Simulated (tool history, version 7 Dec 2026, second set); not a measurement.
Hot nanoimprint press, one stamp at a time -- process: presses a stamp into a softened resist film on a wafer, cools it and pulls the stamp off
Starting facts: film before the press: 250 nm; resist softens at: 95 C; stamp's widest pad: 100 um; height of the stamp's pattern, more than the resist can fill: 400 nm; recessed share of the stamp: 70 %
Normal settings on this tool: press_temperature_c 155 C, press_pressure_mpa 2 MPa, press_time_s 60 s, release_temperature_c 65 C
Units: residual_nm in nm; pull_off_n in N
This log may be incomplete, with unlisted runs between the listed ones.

| run | hour | press_temperature_c | press_pressure_mpa | press_time_s | release_temperature_c | residual_nm | pull_off_n |
|---|---|---|---|---|---|---|---|
| 1 | 0 | 155 | 2 | 60 | 65 | 97.3 | 108 |
| 2 | 22.5 | 155 | 2 | 60 | 65 | 97.1 | 106 |
| 3 | 60.3 | 155 | 2 | 60 | 65 | 99.2 | 107 |
| 4 | 85.3 | 155 | 2 | 60 | 65 | 96.4 | 106 |
| 5 | 117.7 | 155 | 2 | 60 | 65 | 97.1 | 104 |
| 6 | 150.5 | 155 | 2 | 60 | 65 | 97.1 | 105 |
| 7 | 183.8 | 155 | 2.43 | 60 | 65 | 85.7 | 102 |
| 8 | 202.3 | 155 | 2 | 60 | 65 | 96.1 | 100 |
| 9 | 243.8 | 155 | 2 | 60 | 65 | 96.1 | 107 |
| 10 | 284.2 | 155 | 2 | 107 | 55 | 78.5 | 125 |
| 11 | 302.7 | 158 | 2 | 107 | 59 | 72.6 | 119 |
| 12 | 329.5 | 161 | 3.08 | 107 | 59 | 50.8 | 122 |
| 13 | 359.1 | 161 | 3.08 | 107 | 59 | 50.3 | 124 |
| 14 | 379.4 | 147 | 1.45 | 60 | 65 | 145.3 | 108 |
|  | 396.7 | stamp cleaned and given a new release coat |
| 15 | 403.6 | 155 | 2.63 | 85 | 57 | 73.7 | 132 |
| 16 | 422.3 | 166 | 2 | 60 | 64 | 71.2 | 105 |

Consider 5 possible next runs. They are alternatives, not a sequence: every one starts from the tool as it was left by run 16. What does each give?
| A | 444.4 | 155 | 2 | 75 | 66 | ? | ? |
| B | 444.4 | 155 | 2 | 96 | 65 | ? | ? |
| C | 444.4 | 155 | 2 | 101 | 65 | ? | ? |
| D | 444.4 | 164 | 2 | 63 | 65 | ? | ? |
| E | 444.4 | 166 | 1.44 | 60 | 64 | ? | ? |

| run | residual_nm | pull_off_n |
|---|---|---|
| A | 89.2 | 104 |
| B | 81.4 | 108 |
| C | 81.2 | 104 |
| D | 73.9 | 110 |
| E | 84.8 | 108 |
Without the tool's unlogged condition, the same runs would have read:
| run | residual_nm | pull_off_n |
|---|---|---|
| A | 88.8 | 104 |
| B | 81.1 | 107 |
| C | 80.9 | 103 |
| D | 73.6 | 109 |
| E | 84.6 | 107 |
